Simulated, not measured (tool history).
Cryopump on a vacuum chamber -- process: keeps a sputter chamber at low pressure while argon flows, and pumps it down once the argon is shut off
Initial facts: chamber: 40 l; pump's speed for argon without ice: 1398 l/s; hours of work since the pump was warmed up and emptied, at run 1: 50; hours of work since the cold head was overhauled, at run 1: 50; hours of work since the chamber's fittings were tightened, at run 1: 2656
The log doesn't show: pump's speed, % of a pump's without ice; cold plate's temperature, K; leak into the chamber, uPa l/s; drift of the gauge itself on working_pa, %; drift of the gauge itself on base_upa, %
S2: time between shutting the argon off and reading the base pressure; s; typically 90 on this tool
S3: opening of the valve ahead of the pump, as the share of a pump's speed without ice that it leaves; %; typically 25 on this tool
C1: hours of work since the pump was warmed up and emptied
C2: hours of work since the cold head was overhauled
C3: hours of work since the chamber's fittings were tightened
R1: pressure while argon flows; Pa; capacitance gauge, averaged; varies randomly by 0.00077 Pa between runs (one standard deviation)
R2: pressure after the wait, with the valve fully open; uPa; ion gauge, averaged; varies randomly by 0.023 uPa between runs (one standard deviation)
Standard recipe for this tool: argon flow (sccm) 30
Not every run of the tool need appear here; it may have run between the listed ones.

Run 1, day 0.000: usual settings; C1 50; C2 50; C3 2656. Result: R1 0.1458 Pa, R2 1.88 uPa.
Run 2, day 0.592: usual settings but S3 36 %; C1 56; C2 56; C3 2663. Result: R1 0.1021 Pa, R2 1.89 uPa.
Run 3, day 1.571: usual settings but S3 36 %; C1 67; C2 67; C3 2674. Result: R1 0.1018 Pa, R2 1.93 uPa.
Run 4, day 2.329: usual settings but S3 36 %; C1 75; C2 75; C3 2682. Result: R1 0.1009 Pa, R2 1.96 uPa.
Run 5, day 3.383: usual settings but S3 36 %; C1 87; C2 87; C3 2693. Result: R1 0.1012 Pa, R2 1.94 uPa.
Run 6, day 3.871: usual settings; C1 92; C2 92; C3 2699. Result: R1 0.1457 Pa, R2 1.92 uPa.
Run 7, day 4.817: usual settings; C1 103; C2 103; C3 2709. Result: R1 0.1466 Pa, R2 1.90 uPa.
Run 8, day 5.596: usual settings; C1 111; C2 111; C3 2718. Result: R1 0.1467 Pa, R2 1.88 uPa.
Run 9, day 6.629: usual settings; C1 122; C2 122; C3 2729. Result: R1 0.1462 Pa, R2 1.94 uPa.
Run 10, day 7.175: usual settings; C1 128; C2 128; C3 2735. Result: R1 0.1479 Pa, R2 1.97 uPa.
Run 11, day 7.683: usual settings; C1 134; C2 134; C3 2741. Result: R1 0.1479 Pa, R2 1.93 uPa.
Run 12, day 8.446: usual settings; C1 142; C2 142; C3 2749. Result: R1 0.1464 Pa, R2 1.96 uPa.
Run 13, day 9.288: usual settings; C1 151; C2 151; C3 2758. Result: R1 0.1472 Pa, R2 1.93 uPa.
Run 14, day 10.317: usual settings; C1 163; C2 163; C3 2769. Result: R1 0.1473 Pa, R2 2.00 uPa.
Run 15, day 10.792: usual settings but S2 42 s, S3 22 %; C1 168; C2 168; C3 2775. Result: R1 0.1671 Pa, R2 2.62 uPa.
Run 16, day 11.338: usual settings but argon flow (sccm) 28, S3 21 %; C1 174; C2 174; C3 2781. Result: R1 0.1645 Pa, R2 2.06 uPa.
Run 17, day 12.017: usual settings but argon flow (sccm) 28, S3 21 %; C1 181; C2 181; C3 2788. Result: R1 0.1644 Pa, R2 2.05 uPa.
Run 18, day 12.617: usual settings but argon flow (sccm) 49, S3 29 %; C1 188; C2 188; C3 2795. Result: R1 0.2087 Pa, R2 2.02 uPa.

Run 19 is up next; what results do you expect?
Run 19, day 13.329: usual settings but argon flow (sccm) 49, S3 29 %; C1 196; C2 196; C3 2802. Result: R1 ?, R2 ?.

{"run 19": {"R1": 0.2106, "R2": 2.07}}
Take away the tool's hidden state, keep the run-to-run variation as it was, and the same run would have given R1 0.2056 Pa, R2 0.77 uPa.
